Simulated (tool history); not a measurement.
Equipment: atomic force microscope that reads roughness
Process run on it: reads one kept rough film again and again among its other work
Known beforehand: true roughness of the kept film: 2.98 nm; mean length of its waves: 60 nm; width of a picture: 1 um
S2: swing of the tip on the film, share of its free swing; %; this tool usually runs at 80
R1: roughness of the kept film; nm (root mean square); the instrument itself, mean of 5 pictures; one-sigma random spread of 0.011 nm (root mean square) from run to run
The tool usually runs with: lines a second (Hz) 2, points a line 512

run 1 day=0 | lines_a_second_(Hz)=2 S2=80 points_a_line=512 | R1=2.496
run 2 day=0.888 | lines_a_second_(Hz)=2 S2=80 points_a_line=512 | R1=2.479
run 3 day=1.562 | lines_a_second_(Hz)=2 S2=80 points_a_line=512 | R1=2.463
run 4 day=2.229 | lines_a_second_(Hz)=2 S2=71 points_a_line=512 | R1=2.564
run 5 day=3.146 | lines_a_second_(Hz)=2 S2=71 points_a_line=512 | R1=2.556
run 6 day=3.55 | lines_a_second_(Hz)=2 S2=71 points_a_line=512 | R1=2.547
run 7 day=4.021 | lines_a_second_(Hz)=2 S2=71 points_a_line=512 | R1=2.541
run 8 day=4.433 | lines_a_second_(Hz)=2 S2=71 points_a_line=512 | R1=2.52
run 9 day=4.846 | lines_a_second_(Hz)=2 S2=61 points_a_line=512 | R1=2.654
run 10 day=5.512 | lines_a_second_(Hz)=2 S2=61 points_a_line=512 | R1=2.621
run 11 day=6.229 | lines_a_second_(Hz)=2 S2=77 points_a_line=512 | R1=2.392
run 12 day=7.175 | lines_a_second_(Hz)=2 S2=77 points_a_line=512 | R1=2.379
run 13 day=7.708 | lines_a_second_(Hz)=2 S2=77 points_a_line=512 | R1=2.357
run 14 day=8.121 | lines_a_second_(Hz)=2 S2=77 points_a_line=512 | R1=2.362
-- day=8.521 new tip fitted
run 15 day=8.812 | lines_a_second_(Hz)=2 S2=77 points_a_line=512 | R1=2.555
run 16 day=9.662 | lines_a_second_(Hz)=2 S2=80 points_a_line=512 | R1=2.468
run 17 day=10.471 | lines_a_second_(Hz)=2 S2=80 points_a_line=512 | R1=2.467
run 18 day=10.967 | lines_a_second_(Hz)=2 S2=80 points_a_line=512 | R1=2.46
run 19 day=11.475 | lines_a_second_(Hz)=2 S2=80 points_a_line=512 | R1=2.445
run 20 day=12.288 | lines_a_second_(Hz)=2 S2=80 points_a_line=512 | R1=2.422
run 21 day=13.188 | lines_a_second_(Hz)=2 S2=80 points_a_line=512 | R1=2.399
run 22 day=13.579 | lines_a_second_(Hz)=2 S2=80 points_a_line=512 | R1=2.386
run 23 day=14.379 | lines_a_second_(Hz)=2 S2=80 points_a_line=512 | R1=2.385
run 24 day=14.796 | lines_a_second_(Hz)=2 S2=80 points_a_line=512 | R1=2.357
run 25 day=15.521 | lines_a_second_(Hz)=2 S2=80 points_a_line=512 | R1=2.358
run 26 day=16.383 | lines_a_second_(Hz)=2 S2=80 points_a_line=512 | R1=2.327
-- day=16.496 height scale calibrated on a step standard
run 27 day=16.95 | lines_a_second_(Hz)=1.13 S2=80 points_a_line=922 | R1=2.472
-- day=17.542 new tip fitted
run 28 day=17.846 | lines_a_second_(Hz)=1.13 S2=80 points_a_line=922 | R1=2.645
run 29 day=18.688 | lines_a_second_(Hz)=1.03 S2=86 points_a_line=512 | R1=2.587
-- day=19.225 height scale calibrated on a step standard, once more
run 30 day=19.288 | lines_a_second_(Hz)=0.56 S2=86 points_a_line=512 | R1=2.694
run 31 day=20.004 | lines_a_second_(Hz)=2 S2=65 points_a_line=599 | R1=2.631
run 32 day=20.85 | lines_a_second_(Hz)=2 S2=65 points_a_line=599 | R1=2.597
run 33 day=21.725 | lines_a_second_(Hz)=0.68 S2=67 points_a_line=442 | R1=2.723
run 34 day=22.317 | lines_a_second_(Hz)=0.68 S2=67 points_a_line=442 | R1=2.731
run 35 day=23.021 | lines_a_second_(Hz)=1.42 S2=55 points_a_line=436 | R1=2.701

The next listed run, before its measurement:
run 36 day=23.679 | lines_a_second_(Hz)=1.37 S2=69 points_a_line=512 | R1=?

R1: 2.585 nm (root mean square)
Minus the tool's unlogged condition, the same run would have read R1 2.738 nm (root mean square).
